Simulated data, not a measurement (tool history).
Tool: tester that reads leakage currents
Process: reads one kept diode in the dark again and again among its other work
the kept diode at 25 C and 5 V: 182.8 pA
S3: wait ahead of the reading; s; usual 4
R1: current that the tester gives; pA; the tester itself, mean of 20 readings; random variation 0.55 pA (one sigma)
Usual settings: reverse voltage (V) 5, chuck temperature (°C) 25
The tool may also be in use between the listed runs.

Run 1, hour 0: usual settings. Result: R1 185.59 pA.
Run 2, hour 28: usual settings. Result: R1 184.82 pA.
Run 3, hour 66.3: usual settings. Result: R1 185.62 pA.
Run 4, hour 93.5: usual settings. Result: R1 186.17 pA.
Run 5, hour 112.6: usual settings. Result: R1 185.93 pA.
Run 6, hour 129.4: usual settings. Result: R1 185.21 pA.
Run 7, hour 149.1: usual settings. Result: R1 184.81 pA.
Run 8, hour 185.9: usual settings. Result: R1 184.94 pA.
Run 9, hour 225.1: usual settings. Result: R1 186.58 pA.
Run 10, hour 264.1: usual settings but S3 2.79 s. Result: R1 186.81 pA.
Run 11, hour 302.8: usual settings but S3 2.79 s. Result: R1 186.64 pA.
Run 12, hour 333.9: usual settings but S3 2.79 s. Result: R1 186.3 pA.
Run 13, hour 367.8: usual settings but S3 2.79 s. Result: R1 186.79 pA.
At hour 401.3: probe card cleaned and baked.
Run 14, hour 405.3: usual settings but S3 2.79 s. Result: R1 171.5 pA.
Run 15, hour 442.6: usual settings but S3 2.79 s. Result: R1 172.63 pA.
Run 16, hour 459.9: usual settings but chuck temperature (°C) 27. Result: R1 199.53 pA.
Run 17, hour 487.5: usual settings but chuck temperature (°C) 27. Result: R1 200.32 pA.
Run 18, hour 512.8: usual settings but S3 0.89 s. Result: R1 172.8 pA.
Run 19, hour 543.7: usual settings. Result: R1 171.61 pA.
Run 20, hour 580.4: usual settings but S3 2.69 s. Result: R1 173.52 pA.
Run 21, hour 598.6: usual settings but S3 2.82 s. Result: R1 171.67 pA.
Run 22, hour 623.5: usual settings but reverse voltage (V) 10.78, chuck temperature (°C) 29, S3 1.25 s. Result: R1 311.52 pA.
Run 23, hour 642: usual settings but reverse voltage (V) 7.66, chuck temperature (°C) 20, S3 3.41 s. Result: R1 139.57 pA.
Run 24, hour 679.8: usual settings but reverse voltage (V) 7.66, chuck temperature (°C) 20, S3 3.41 s. Result: R1 140.02 pA.
Run 25, hour 716.8: usual settings but reverse voltage (V) 17.66, S3 1.12 s. Result: R1 283.36 pA.
Run 26, hour 751.2: usual settings but reverse voltage (V) 3.25, chuck temperature (°C) 33, S3 1.26 s. Result: R1 262.65 pA.
Run 27, hour 771.8: usual settings but reverse voltage (V) 3.25, chuck temperature (°C) 33, S3 1.26 s. Result: R1 264.3 pA.
Run 28, hour 796.1: usual settings but reverse voltage (V) 1.24, chuck temperature (°C) 34. Result: R1 196.21 pA.
Run 29, hour 835.1: usual settings but reverse voltage (V) 1.08, chuck temperature (°C) 54, S3 2.91 s. Result: R1 705.69 pA.
Run 30, hour 867.5: usual settings but reverse voltage (V) 1.08, chuck temperature (°C) 54, S3 2.91 s. Result: R1 707.81 pA.
Run 31, hour 901.8: usual settings but reverse voltage (V) 1.08, chuck temperature (°C) 54, S3 2.91 s. Result: R1 702.92 pA.
Run 32, hour 924.3: usual settings but reverse voltage (V) 1.91, chuck temperature (°C) 45, S3 2.91 s. Result: R1 486.07 pA.
Run 33, hour 941: usual settings but reverse voltage (V) 6.84, chuck temperature (°C) 31, S3 2.91 s. Result: R1 302.15 pA.
Run 34, hour 979.4: usual settings but reverse voltage (V) 3.12, chuck temperature (°C) 30, S3 2.91 s. Result: R1 208.02 pA.
Run 35, hour 996.5: usual settings but S3 1.39 s. Result: R1 173.47 pA.
Run 36, hour 1026.1: usual settings but reverse voltage (V) 2.11, S3 1.39 s. Result: R1 124.66 pA.
Run 37, hour 1045.7: usual settings but chuck temperature (°C) 24, S3 7.57 s. Result: R1 161.35 pA.
Run 38, hour 1066.7: usual settings but chuck temperature (°C) 55, S3 0.6 s. Result: R1 1323.44 pA.
Run 39, hour 1094.4: usual settings but chuck temperature (°C) 51, S3 3.56 s. Result: R1 1031.93 pA.
Run 40, hour 1121.9: usual settings but S3 1.44 s. Result: R1 173.93 pA.
Run 41, hour 1151: usual settings but S3 3.67 s. Result: R1 173.29 pA.

3 ways to go on from here, each from the tool as it stands after run 41. What would each give?
Run A, hour 1176.6: usual settings but reverse voltage (V) 9.21, chuck temperature (°C) 33, S3 3.67 s. Result: R1 ?.
Run B, hour 1176.6: usual settings but reverse voltage (V) 9.65, chuck temperature (°C) 45, S3 1.33 s. Result: R1 ?.
Run C, hour 1176.6: usual settings but reverse voltage (V) 1.9, S3 1.95 s. Result: R1 ?.

run      R1
  A  391.37
  B  890.48
  C  119.01
Without the tool's hidden state the same runs would have given:
run      R1
  A  413.09
  B  951.59
  C  127.57
